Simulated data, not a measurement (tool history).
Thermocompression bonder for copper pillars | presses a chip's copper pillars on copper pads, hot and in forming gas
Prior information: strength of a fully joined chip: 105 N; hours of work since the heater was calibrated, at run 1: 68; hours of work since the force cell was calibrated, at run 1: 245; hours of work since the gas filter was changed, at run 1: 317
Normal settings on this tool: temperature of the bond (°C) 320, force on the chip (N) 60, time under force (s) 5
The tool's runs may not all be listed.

run    hour  temperature of the bond (°C)  force on the chip (N)  time under force (s)  hours of work since the heater was calibrated  hours of work since the force cell was calibrated  hours of work since the gas filter was changed  force that shears a chip off (N)
  1     0.0                           320                     60                     5                                             68                                                245                                             317                              70.2
  2    41.2                           320                     60                     5                                             90                                                268                                             340                              68.8
       54.6  -- forming gas filter changed
  3    89.3                           320                     60                     5                                            116                                                293                                              19                              73.4
  4   135.6                           320                     60                     5                                            141                                                318                                              44                              73.3
  5   195.7                           320                     60                     5                                            173                                                351                                              76                              73.0
  6   233.0                           320                     60                     5                                            193                                                371                                              96                              71.4
  7   271.2                           343                     60                     5                                            214                                                392                                             117                              83.6
  8   331.9                           320                     60                     5                                            247                                                424                                             150                              70.0
  9   370.9                           320                     60                     5                                            268                                                445                                             171                              70.5
 10   432.9                           320                     60                     5                                            301                                                479                                             204                              70.9
 11   502.9                           320                     60                     3                                            339                                                517                                             242                              60.1
 12   579.0                           320                     60                     3                                            380                                                558                                             283                              59.4
      588.6  -- heater calibrated with a thermocouple chip
 13   654.6                           320                     60                     3                                             36                                                598                                             323                              58.8
      697.9  -- forming gas filter changed
 14   732.2                           299                     87                     6                                             77                                                639                                              19                              83.2
 15   799.6                           299                     87                     6                                            114                                                676                                              55                              82.4
 16   842.3                           320                     58                    13                                            137                                                699                                              78                              86.2
      887.9  -- heater calibrated with a thermocouple chip, once more
 17   911.2                           320                     60                    10                                             13                                                735                                             114                              84.9
 18   972.9                           329                     53                     5                                             46                                                768                                             147                              71.3
 19  1010.0                           309                     64                     8                                             66                                                788                                             168                              78.4
 20  1072.9                           309                     63                     8                                            100                                                822                                             202                              77.7
 21  1144.1                           320                     48                     5                                            138                                                861                                             240                              59.8
 22  1181.2                           320                     50                     6                                            158                                                881                                             260                              65.3
 23  1247.0                           342                     44                     5                                            194                                                916                                             296                              66.5
 24  1280.6                           322                     37                     5                                            212                                                934                                             314                              46.6

The next listed run, before its measurement:
 25  1315.7                           321                     47                     3                                            231                                                953                                             333                                 ?

force that shears a chip off (N): 48.7
The same run, on a tool lacking any hidden state, would have yielded force that shears a chip off (N) 50.1.

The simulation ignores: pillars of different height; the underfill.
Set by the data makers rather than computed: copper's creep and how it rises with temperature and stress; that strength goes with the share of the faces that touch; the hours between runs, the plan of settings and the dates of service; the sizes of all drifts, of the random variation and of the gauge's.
